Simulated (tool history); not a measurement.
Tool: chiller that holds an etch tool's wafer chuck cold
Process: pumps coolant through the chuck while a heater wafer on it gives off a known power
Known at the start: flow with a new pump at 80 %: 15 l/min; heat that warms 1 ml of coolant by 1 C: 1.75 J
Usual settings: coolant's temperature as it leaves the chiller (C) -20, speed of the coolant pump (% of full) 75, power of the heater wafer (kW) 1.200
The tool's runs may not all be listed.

| run | hour | coolant's temperature as it leaves the chiller (C) | speed of the coolant pump (% of full) | power of the heater wafer (kW) | chuck's temperature once it has settled (C) | how much warmer the coolant comes back (C) |
|---|---|---|---|---|---|---|
| 1 | 0.0 | -20 | 75 | 1.200 | -9.7 | 3.00 |
| 2 | 46.7 | -20 | 75 | 1.200 | -9.6 | 2.99 |
| 3 | 75.4 | -20 | 75 | 1.200 | -9.7 | 3.03 |
| 4 | 101.0 | -30 | 75 | 1.200 | -19.5 | 3.01 |
| 5 | 149.7 | -30 | 75 | 1.200 | -19.6 | 3.03 |
| 6 | 184.7 | -21 | 75 | 1.200 | -10.7 | 3.05 |
| 7 | 238.7 | -20 | 75 | 1.611 | -5.7 | 4.01 |
| 8 | 285.0 | -20 | 75 | 1.611 | -5.7 | 4.03 |
| 9 | 314.9 | -20 | 71 | 1.611 | -5.3 | 4.31 |
| 10 | 350.6 | -20 | 71 | 1.611 | -5.3 | 4.31 |
|  | 359.4 | coolant pump overhauled |
| 11 | 383.6 | -20 | 71 | 1.611 | -5.1 | 4.29 |
| 12 | 430.3 | -21 | 68 | 1.611 | -5.8 | 4.55 |
| 13 | 466.1 | -20 | 73 | 1.200 | -9.2 | 3.12 |
|  | 490.4 | coolant pump overhauled, once more |
| 14 | 529.9 | -20 | 73 | 1.200 | -9.3 | 3.05 |
| 15 | 558.9 | -24 | 76 | 1.200 | -13.6 | 2.94 |
| 16 | 596.4 | -20 | 67 | 1.200 | -8.6 | 3.36 |
| 17 | 622.0 | -20 | 67 | 1.200 | -8.6 | 3.38 |
| 18 | 669.3 | -27 | 65 | 1.200 | -15.4 | 3.47 |
| 19 | 707.7 | -28 | 95 | 1.597 | -16.0 | 3.03 |
| 20 | 763.4 | -16 | 95 | 0.680 | -11.1 | 1.27 |
| 21 | 802.6 | -16 | 95 | 0.680 | -11.3 | 1.31 |
| 22 | 845.2 | -16 | 95 | 0.680 | -11.1 | 1.28 |

Forecast each of these 5 alternatives for the next run:
| A | 889.3 | -23 | 80 | 0.949 | ? | ? |
| B | 889.3 | -26 | 72 | 0.943 | ? | ? |
| C | 889.3 | -13 | 75 | 1.442 | ? | ? |
| D | 889.3 | -19 | 95 | 0.860 | ? | ? |
| E | 889.3 | -22 | 80 | 0.866 | ? | ? |

| run | chuck's temperature once it has settled (C) | how much warmer the coolant comes back (C) |
|---|---|---|
| A | -15.3 | 2.19 |
| B | -17.6 | 2.43 |
| C | -0.2 | 3.56 |
| D | -12.7 | 1.61 |
| E | -15.0 | 1.98 |
Without the tool's hidden state the same runs would have given:
| run | chuck's temperature once it has settled (C) | how much warmer the coolant comes back (C) |
|---|---|---|
| A | -15.4 | 2.17 |
| B | -17.7 | 2.41 |
| C | -0.5 | 3.52 |
| D | -12.7 | 1.60 |
| E | -15.1 | 1.96 |
